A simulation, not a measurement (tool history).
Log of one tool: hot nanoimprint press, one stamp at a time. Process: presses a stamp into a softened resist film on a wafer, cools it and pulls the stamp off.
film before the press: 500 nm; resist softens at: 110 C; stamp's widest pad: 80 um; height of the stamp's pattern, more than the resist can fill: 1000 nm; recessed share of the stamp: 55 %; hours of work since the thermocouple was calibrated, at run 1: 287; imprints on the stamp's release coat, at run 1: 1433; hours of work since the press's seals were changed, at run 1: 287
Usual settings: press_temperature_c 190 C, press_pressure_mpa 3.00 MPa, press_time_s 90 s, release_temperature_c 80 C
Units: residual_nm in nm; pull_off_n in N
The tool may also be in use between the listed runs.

run     day  press_temperature_c  press_pressure_mpa  press_time_s  release_temperature_c  hours of work since the thermocouple was calibrated  imprints on the stamp's release coat  hours of work since the press's seals were changed  residual_nm  pull_off_n
  1   0.000                  190                3.00            90                     80                                                  287                                  1433                                                 287        208.6         168
  2   0.775                  190                3.16            90                     80                                                  302                                  1488                                                 302        200.9         165
  3   1.879                  190                3.16            90                     80                                                  323                                  1566                                                 323        200.8         178
  4   3.179                  190                3.16            90                     80                                                  348                                  1657                                                 348        201.0         179
  5   3.750                  190                3.00            63                     80                                                  359                                  1697                                                 359        235.8         181
  6   4.429                  181                3.00            63                     80                                                  372                                  1745                                                 372        323.5         178
  7   5.058                  181                3.00            63                     80                                                  384                                  1790                                                 384        321.2         184
  8   5.912                  188                3.00            90                     80                                                  400                                  1850                                                 400        224.9         188
  9   6.938                  188                3.00            90                     80                                                  420                                  1922                                                 420        222.9         196
      7.679  -- plate thermocouple calibrated
 10   7.679                  188                3.00            90                     80                                                    0                                  1965                                                 432        217.2         192
 11   8.462                  190                3.00            90                     80                                                   15                                  2021                                                 447        200.4         200
 12   9.633                  190                3.00            90                     80                                                   37                                  2103                                                 469        200.1         209
 13  10.425                  190                3.00            90                     80                                                   53                                  2159                                                 484        200.3         201
     11.112  -- stamp cleaned and given a new release coat
 14  11.200                  190                3.00            90                     80                                                   63                                     6                                                 494        200.3         100
 15  11.729                  190                3.00            90                     80                                                   73                                    43                                                 504        199.8          99
     12.388  -- plate thermocouple calibrated, once more
 16  12.554                  190                3.00            90                     80                                                    3                                    92                                                 518        211.4         104
 17  13.383                  190                2.61            80                     76                                                   19                                   151                                                 533        236.0         113
 18  14.542                  190                2.61           149                     78                                                   41                                   232                                                 556        188.0         112
 19  15.596                  181                2.61           149                     78                                                   61                                   307                                                 576        272.3         119
 20  16.433                  188                2.41            91                     74                                                   77                                   366                                                 592        252.9         122
 21  17.250                  183                3.27           123                     65                                                   93                                   423                                                 607        240.5         136

Run 22 comes next. What will it give?
 22  18.433                  183                3.27           123                     65                                                  116                                   507                                                 630            ?           ?

Run 22 gave residual_nm 242.4 nm, pull_off_n 139 N.
Without the tool's hidden state the same run would have given residual_nm 242.1 nm, pull_off_n 115 N.
